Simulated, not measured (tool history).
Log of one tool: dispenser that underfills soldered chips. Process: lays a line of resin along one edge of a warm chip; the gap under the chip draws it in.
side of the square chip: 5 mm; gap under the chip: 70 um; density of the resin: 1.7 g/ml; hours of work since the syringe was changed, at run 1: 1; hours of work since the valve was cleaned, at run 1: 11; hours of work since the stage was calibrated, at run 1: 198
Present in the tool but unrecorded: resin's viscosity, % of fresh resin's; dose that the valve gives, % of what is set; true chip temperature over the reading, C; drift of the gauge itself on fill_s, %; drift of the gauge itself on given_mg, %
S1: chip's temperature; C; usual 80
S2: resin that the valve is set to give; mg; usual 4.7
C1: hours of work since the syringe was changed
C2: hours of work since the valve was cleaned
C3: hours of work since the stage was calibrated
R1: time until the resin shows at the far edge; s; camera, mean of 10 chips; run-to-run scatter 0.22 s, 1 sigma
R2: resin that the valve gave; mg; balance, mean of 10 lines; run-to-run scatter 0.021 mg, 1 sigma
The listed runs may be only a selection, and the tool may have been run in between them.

| run | hour | S1 | S2 | C1 | C2 | C3 | R1 | R2 |
|---|---|---|---|---|---|---|---|---|
| 1 | 0 | 80 | 4.7 | 1 | 11 | 198 | 7 | 4.68 |
| 2 | 8.8 | 80 | 4.7 | 7 | 17 | 204 | 8.5 | 4.62 |
|  | 11.4 | new syringe of resin |
| 3 | 13.8 | 80 | 4.7 | 2 | 20 | 207 | 7 | 4.62 |
| 4 | 21.8 | 80 | 4.7 | 7 | 25 | 212 | 8.5 | 4.62 |
|  | 24 | new syringe of resin |
| 5 | 32.5 | 80 | 4.7 | 6 | 32 | 219 | 8.6 | 4.61 |
|  | 36.7 | new syringe of resin |
| 6 | 42.6 | 80 | 4.7 | 4 | 38 | 225 | 7.7 | 4.6 |
| 7 | 49 | 80 | 4.7 | 8 | 42 | 230 | 9.6 | 4.59 |
|  | 50.2 | new syringe of resin |
| 8 | 58 | 80 | 4.7 | 5 | 48 | 235 | 8.7 | 4.59 |
|  | 63.2 | new syringe of resin |
| 9 | 68.5 | 80 | 4.7 | 3 | 55 | 242 | 7.5 | 4.54 |
|  | 75.8 | new syringe of resin |
| 10 | 75.8 | 92 | 4.7 | 0 | 59 | 246 | 5.2 | 4.52 |
| 11 | 85.4 | 80 | 4.7 | 6 | 65 | 253 | 8.7 | 4.5 |
|  | 88.9 | new syringe of resin |
| 12 | 90.4 | 94 | 4.37 | 1 | 68 | 256 | 4.6 | 4.2 |
| 13 | 94.8 | 82 | 4.5 | 4 | 71 | 259 | 7.2 | 4.28 |
|  | 101.8 | new syringe of resin |
| 14 | 103.7 | 82 | 4.5 | 1 | 77 | 264 | 6.4 | 4.25 |
| 15 | 110.7 | 82 | 4.5 | 6 | 81 | 269 | 8.3 | 4.29 |
|  | 114.8 | new syringe of resin |
| 16 | 118.6 | 82 | 4.5 | 2 | 86 | 274 | 7.1 | 4.25 |
| 17 | 123.7 | 86 | 5.55 | 6 | 90 | 277 | 7.2 | 5.25 |
|  | 127.9 | new syringe of resin |
| 18 | 134.4 | 86 | 5.55 | 4 | 96 | 284 | 6.7 | 5.25 |
| 19 | 138.9 | 67 | 6.08 | 7 | 99 | 287 | 13.4 | 5.69 |
|  | 141 | new syringe of resin |
| 20 | 145.6 | 67 | 4.24 | 3 | 104 | 291 | 11.6 | 3.93 |
| 21 | 150.1 | 85 | 4.7 | 6 | 106 | 294 | 7.1 | 4.38 |

5 ways to go on from here, each from the tool as it stands after run 21. What would each give?
|  | 154.1 | new syringe of resin |
| A | 159.5 | 67 | 4.14 | 4 | 112 | 300 | ? | ? |
|  | 154.1 | new syringe of resin |
| B | 159.5 | 80 | 4.7 | 4 | 112 | 300 | ? | ? |
|  | 154.1 | new syringe of resin |
| C | 159.5 | 95 | 5.31 | 4 | 112 | 300 | ? | ? |
|  | 154.1 | new syringe of resin |
| D | 159.5 | 90 | 4.7 | 4 | 112 | 300 | ? | ? |
|  | 154.1 | new syringe of resin |
| E | 159.5 | 80 | 5.97 | 4 | 112 | 300 | ? | ? |

| run | R1 | R2 |
|---|---|---|
| A | 11.8 | 3.81 |
| B | 8.1 | 4.36 |
| C | 5.5 | 4.94 |
| D | 5.9 | 4.38 |
| E | 7.7 | 5.48 |
Without the tool's unlogged condition, the same runs would have read:
| run | R1 | R2 |
|---|---|---|
| A | 9.1 | 4.11 |
| B | 6.4 | 4.69 |
| C | 4.5 | 5.32 |
| D | 4.6 | 4.71 |
| E | 6.1 | 5.91 |
